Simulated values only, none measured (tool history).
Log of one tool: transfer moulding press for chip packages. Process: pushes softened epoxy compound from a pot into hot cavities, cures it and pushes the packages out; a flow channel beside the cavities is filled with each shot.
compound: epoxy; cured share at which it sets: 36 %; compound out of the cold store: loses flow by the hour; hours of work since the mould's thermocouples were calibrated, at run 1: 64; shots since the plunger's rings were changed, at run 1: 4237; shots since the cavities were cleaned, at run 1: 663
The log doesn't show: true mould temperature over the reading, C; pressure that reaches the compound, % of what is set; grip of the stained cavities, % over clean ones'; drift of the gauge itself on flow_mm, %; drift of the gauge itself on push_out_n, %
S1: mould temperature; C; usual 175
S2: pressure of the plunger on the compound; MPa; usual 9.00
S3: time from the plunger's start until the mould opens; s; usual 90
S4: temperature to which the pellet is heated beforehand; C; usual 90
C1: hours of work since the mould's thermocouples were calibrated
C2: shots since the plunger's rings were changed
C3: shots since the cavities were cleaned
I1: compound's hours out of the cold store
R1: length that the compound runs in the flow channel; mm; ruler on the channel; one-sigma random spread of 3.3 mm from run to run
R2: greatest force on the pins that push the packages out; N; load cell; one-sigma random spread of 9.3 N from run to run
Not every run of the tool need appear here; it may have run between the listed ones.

run 1 hour=0.0 | S1=175 S2=9.00 S3=90 S4=90 | C1=64 C2=4237 C3=663 | I1=30.2 | R1=684 R2=406
-- hour=6.5 plunger's sealing rings changed
-- hour=19.6 cavities cleaned with cleaning compound and waxed
run 2 hour=27.4 | S1=175 S2=9.00 S3=90 S4=90 | C1=76 C2=214 C3=87 | I1=41.8 | R1=643 R2=399
run 3 hour=46.5 | S1=175 S2=9.00 S3=90 S4=90 | C1=86 C2=424 C3=297 | I1=9.4 | R1=777 R2=425
run 4 hour=84.8 | S1=175 S2=9.00 S3=90 S4=90 | C1=106 C2=846 C3=719 | I1=28.6 | R1=694 R2=403
-- hour=97.7 cavities cleaned with cleaning compound and waxed
run 5 hour=111.9 | S1=175 S2=9.00 S3=90 S4=90 | C1=120 C2=1128 C3=156 | I1=16.7 | R1=747 R2=418
run 6 hour=146.1 | S1=169 S2=9.00 S3=90 S4=90 | C1=138 C2=1505 C3=533 | I1=27.9 | R1=708 R2=518
-- hour=174.5 cavities cleaned with cleaning compound and waxed
run 7 hour=188.6 | S1=175 S2=9.00 S3=90 S4=86 | C1=160 C2=1958 C3=156 | I1=36.1 | R1=664 R2=421
run 8 hour=229.9 | S1=175 S2=9.00 S3=90 S4=86 | C1=182 C2=2412 C3=610 | I1=8.8 | R1=783 R2=430
-- hour=252.7 cavities cleaned with cleaning compound and waxed
run 9 hour=254.1 | S1=175 S2=9.00 S3=90 S4=90 | C1=194 C2=2663 C3=16 | I1=15.5 | R1=752 R2=425
run 10 hour=295.4 | S1=175 S2=7.42 S3=90 S4=90 | C1=216 C2=3117 C3=470 | I1=29.8 | R1=624 R2=409
run 11 hour=315.1 | S1=175 S2=7.42 S3=90 S4=90 | C1=226 C2=3334 C3=687 | I1=42.6 | R1=578 R2=411
-- hour=330.7 cavities cleaned with cleaning compound and waxed
run 12 hour=341.2 | S1=175 S2=9.00 S3=113 S4=90 | C1=239 C2=3605 C3=115 | I1=43.7 | R1=634 R2=381
run 13 hour=368.0 | S1=175 S2=9.00 S3=113 S4=90 | C1=253 C2=3901 C3=411 | I1=11.4 | R1=763 R2=386
-- hour=404.6 plunger's sealing rings changed
-- hour=411.7 cavities cleaned with cleaning compound and waxed
run 14 hour=415.2 | S1=175 S2=9.00 S3=113 S4=90 | C1=276 C2=100 C3=39 | I1=19.0 | R1=735 R2=376
run 15 hour=449.5 | S1=180 S2=9.48 S3=93 S4=86 | C1=294 C2=478 C3=417 | I1=44.8 | R1=643 R2=374
run 16 hour=476.6 | S1=176 S2=9.48 S3=97 S4=84 | C1=308 C2=776 C3=715 | I1=20.3 | R1=746 R2=389
-- hour=489.7 cavities cleaned with cleaning compound and waxed
run 17 hour=506.5 | S1=178 S2=7.66 S3=90 S4=84 | C1=324 C2=1090 C3=185 | I1=42.6 | R1=585 R2=389
run 18 hour=541.0 | S1=176 S2=8.31 S3=82 S4=80 | C1=342 C2=1470 C3=565 | I1=18.9 | R1=707 R2=440
run 19 hour=559.7 | S1=175 S2=7.41 S3=90 S4=96 | C1=352 C2=1676 C3=771 | I1=13.7 | R1=682 R2=435
-- hour=566.5 cavities cleaned with cleaning compound and waxed
run 20 hour=580.5 | S1=175 S2=7.41 S3=90 S4=96 | C1=362 C2=1888 C3=154 | I1=8.4 | R1=712 R2=423
run 21 hour=619.4 | S1=177 S2=9.73 S3=101 S4=96 | C1=382 C2=2317 C3=583 | I1=21.6 | R1=742 R2=390
run 22 hour=641.7 | S1=180 S2=9.73 S3=101 S4=96 | C1=394 C2=2562 C3=828 | I1=32.6 | R1=699 R2=380
-- hour=646.5 cavities cleaned with cleaning compound and waxed
run 23 hour=671.4 | S1=175 S2=10.86 S3=94 S4=90 | C1=409 C2=2873 C3=274 | I1=36.3 | R1=730 R2=411
run 24 hour=689.9 | S1=175 S2=10.86 S3=94 S4=90 | C1=419 C2=3077 C3=478 | I1=46.3 | R1=689 R2=389
-- hour=724.9 cavities cleaned with cleaning compound and waxed
run 25 hour=725.8 | S1=175 S2=7.20 S3=93 S4=98 | C1=437 C2=3456 C3=9 | I1=33.9 | R1=600 R2=417
run 26 hour=755.5 | S1=175 S2=9.00 S3=90 S4=81 | C1=453 C2=3783 C3=336 | I1=39.6 | R1=653 R2=408
run 27 hour=775.8 | S1=175 S2=9.00 S3=90 S4=97 | C1=464 C2=4007 C3=560 | I1=30.7 | R1=684 R2=403
-- hour=802.4 plunger's sealing rings changed
-- hour=806.4 cavities cleaned with cleaning compound and waxed
run 28 hour=823.2 | S1=175 S2=9.63 S3=127 S4=99 | C1=487 C2=212 C3=185 | I1=22.4 | R1=744 R2=404

For each entry between runs, how does the tool's hidden state at the last listed run before it compare with that at the first listed run after it?
From run 1 to run 2: plunger's sealing rings changed (hour 6.5); cavities cleaned with cleaning compound and waxed (hour 19.6)
  pressure that reaches the compound, % of what is set: 99.91 -> 99.99; grip of the stained cavities, % over clean ones': 0.6 -> 0.2
From run 4 to run 5: cavities cleaned with cleaning compound and waxed (hour 97.7)
  pressure that reaches the compound, % of what is set: 99.98 -> 99.97; grip of the stained cavities, % over clean ones': 0.7 -> 0.3
From run 6 to run 7: cavities cleaned with cleaning compound and waxed (hour 174.5)
  grip of the stained cavities, % over clean ones': 0.6 -> 0.2
From run 8 to run 9: cavities cleaned with cleaning compound and waxed (hour 252.7)
  pressure that reaches the compound, % of what is set: 99.95 -> 99.94; grip of the stained cavities, % over clean ones': 0.6 -> 0
From run 11 to run 12: cavities cleaned with cleaning compound and waxed (hour 330.7)
  pressure that reaches the compound, % of what is set: 99.93 -> 99.92; grip of the stained cavities, % over clean ones': 0.7 -> 0.2
From run 13 to run 14: plunger's sealing rings changed (hour 404.6); cavities cleaned with cleaning compound and waxed (hour 411.7)
  pressure that reaches the compound, % of what is set: 99.91 -> 99.99; grip of the stained cavities, % over clean ones': 0.5 -> 0.1
From run 16 to run 17: cavities cleaned with cleaning compound and waxed (hour 489.7)
  pressure that reaches the compound, % of what is set: 99.98 -> 99.97; grip of the stained cavities, % over clean ones': 0.7 -> 0.3
From run 19 to run 20: cavities cleaned with cleaning compound and waxed (hour 566.5)
  grip of the stained cavities, % over clean ones': 0.7 -> 0.3
From run 22 to run 23: cavities cleaned with cleaning compound and waxed (hour 646.5)
  pressure that reaches the compound, % of what is set: 99.94 -> 99.93; grip of the stained cavities, % over clean ones': 0.7 -> 0.4
From run 24 to run 25: cavities cleaned with cleaning compound and waxed (hour 724.9)
  pressure that reaches the compound, % of what is set: 99.93 -> 99.92; grip of the stained cavities, % over clean ones': 0.6 -> 0
From run 27 to run 28: plunger's sealing rings changed (hour 802.4); cavities cleaned with cleaning compound and waxed (hour 806.4)
  pressure that reaches the compound, % of what is set: 99.91 -> 99.99; grip of the stained cavities, % over clean ones': 0.6 -> 0.3
